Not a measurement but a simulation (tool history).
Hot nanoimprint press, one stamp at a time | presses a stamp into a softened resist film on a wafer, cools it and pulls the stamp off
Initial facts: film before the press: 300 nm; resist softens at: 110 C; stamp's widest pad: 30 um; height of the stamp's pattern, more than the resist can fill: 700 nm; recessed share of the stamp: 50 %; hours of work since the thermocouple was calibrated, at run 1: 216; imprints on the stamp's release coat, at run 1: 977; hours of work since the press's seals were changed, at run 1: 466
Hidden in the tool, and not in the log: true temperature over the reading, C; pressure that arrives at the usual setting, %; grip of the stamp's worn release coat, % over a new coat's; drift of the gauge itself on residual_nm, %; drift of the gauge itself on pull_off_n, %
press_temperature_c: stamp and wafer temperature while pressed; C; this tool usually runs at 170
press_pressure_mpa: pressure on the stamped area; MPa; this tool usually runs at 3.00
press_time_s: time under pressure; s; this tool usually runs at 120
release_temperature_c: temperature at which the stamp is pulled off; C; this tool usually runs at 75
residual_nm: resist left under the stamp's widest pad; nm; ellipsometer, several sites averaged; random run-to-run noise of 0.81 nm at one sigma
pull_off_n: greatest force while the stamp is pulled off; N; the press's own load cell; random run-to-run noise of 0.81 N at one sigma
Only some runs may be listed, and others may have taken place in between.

| run | hour | press_temperature_c | press_pressure_mpa | press_time_s | release_temperature_c | hours of work since the thermocouple was calibrated | imprints on the stamp's release coat | hours of work since the press's seals were changed | residual_nm | pull_off_n |
|---|---|---|---|---|---|---|---|---|---|---|
| 1 | 0.0 | 170 | 3.00 | 120 | 75 | 216 | 977 | 466 | 139.4 | 112.6 |
| 2 | 18.3 | 170 | 3.00 | 120 | 75 | 228 | 1033 | 478 | 138.8 | 113.0 |
| 3 | 33.3 | 170 | 3.00 | 120 | 75 | 237 | 1078 | 487 | 138.4 | 114.6 |
| 4 | 44.9 | 170 | 3.00 | 120 | 75 | 244 | 1114 | 495 | 141.0 | 114.1 |
| 5 | 66.0 | 170 | 3.00 | 120 | 75 | 258 | 1178 | 508 | 139.7 | 113.5 |
| 6 | 80.1 | 167 | 3.00 | 120 | 75 | 267 | 1221 | 517 | 157.9 | 113.8 |
| 7 | 98.9 | 164 | 3.00 | 120 | 75 | 279 | 1279 | 529 | 178.1 | 117.0 |
| 8 | 112.0 | 170 | 2.17 | 120 | 75 | 287 | 1318 | 537 | 158.1 | 115.3 |
| 9 | 121.6 | 170 | 2.17 | 120 | 75 | 293 | 1348 | 543 | 158.0 | 115.9 |
| 10 | 136.5 | 170 | 2.17 | 120 | 75 | 302 | 1393 | 552 | 160.9 | 115.8 |
| 11 | 150.0 | 170 | 2.17 | 120 | 75 | 311 | 1435 | 561 | 157.9 | 116.0 |
| 12 | 160.0 | 170 | 3.00 | 108 | 75 | 317 | 1465 | 567 | 144.0 | 117.0 |
| 13 | 171.5 | 170 | 3.00 | 108 | 75 | 324 | 1500 | 574 | 143.2 | 117.1 |
|  | 182.3 | stamp cleaned and given a new release coat |
| 14 | 192.6 | 170 | 3.00 | 66 | 75 | 334 | 31 | 584 | 169.8 | 105.8 |
| 15 | 208.4 | 170 | 3.00 | 64 | 75 | 344 | 79 | 594 | 170.9 | 104.2 |
| 16 | 226.2 | 170 | 3.00 | 64 | 75 | 355 | 134 | 605 | 171.5 | 105.5 |
| 17 | 245.6 | 170 | 4.65 | 83 | 75 | 367 | 193 | 617 | 130.0 | 106.4 |
| 18 | 257.3 | 159 | 3.00 | 120 | 66 | 375 | 229 | 625 | 211.6 | 115.3 |
| 19 | 278.2 | 172 | 1.90 | 65 | 64 | 388 | 293 | 638 | 185.1 | 118.1 |
| 20 | 300.2 | 172 | 1.90 | 65 | 64 | 402 | 360 | 652 | 186.0 | 118.9 |
| 21 | 322.1 | 176 | 3.22 | 215 | 81 | 416 | 426 | 666 | 80.2 | 100.8 |
| 22 | 333.4 | 176 | 3.22 | 215 | 81 | 423 | 461 | 673 | 79.7 | 101.7 |
| 23 | 352.1 | 169 | 3.16 | 86 | 67 | 434 | 518 | 685 | 156.9 | 115.7 |
| 24 | 364.4 | 163 | 2.39 | 120 | 64 | 442 | 555 | 692 | 194.5 | 117.9 |
| 25 | 383.2 | 159 | 1.87 | 120 | 64 | 454 | 613 | 704 | 235.2 | 121.2 |
| 26 | 403.1 | 159 | 1.87 | 120 | 64 | 467 | 673 | 717 | 234.4 | 120.4 |
| 27 | 421.8 | 159 | 1.87 | 120 | 64 | 478 | 731 | 729 | 235.2 | 122.9 |
| 28 | 440.1 | 169 | 1.87 | 89 | 64 | 490 | 787 | 740 | 186.6 | 122.5 |
| 29 | 449.5 | 170 | 1.87 | 62 | 63 | 496 | 815 | 746 | 198.6 | 122.1 |

Predict each of these 5 candidate next runs independently; none follows another, all start after run 29:
| A | 469.3 | 170 | 2.21 | 159 | 75 | 508 | 876 | 759 | ? | ? |
| B | 469.3 | 182 | 3.00 | 120 | 75 | 508 | 876 | 759 | ? | ? |
| C | 469.3 | 170 | 1.95 | 62 | 63 | 508 | 876 | 759 | ? | ? |
| D | 469.3 | 170 | 3.00 | 68 | 75 | 508 | 876 | 759 | ? | ? |
| E | 469.3 | 170 | 3.00 | 120 | 64 | 508 | 876 | 759 | ? | ? |

| run | residual_nm | pull_off_n |
|---|---|---|
| A | 140.0 | 111.5 |
| B | 81.0 | 111.5 |
| C | 197.6 | 122.9 |
| D | 164.3 | 110.3 |
| E | 133.6 | 122.0 |
With no hidden state in the tool, these same runs would have given:
| run | residual_nm | pull_off_n |
|---|---|---|
| A | 150.1 | 106.1 |
| B | 85.8 | 106.1 |
| C | 208.2 | 116.7 |
| D | 173.7 | 104.9 |
| E | 142.4 | 115.8 |

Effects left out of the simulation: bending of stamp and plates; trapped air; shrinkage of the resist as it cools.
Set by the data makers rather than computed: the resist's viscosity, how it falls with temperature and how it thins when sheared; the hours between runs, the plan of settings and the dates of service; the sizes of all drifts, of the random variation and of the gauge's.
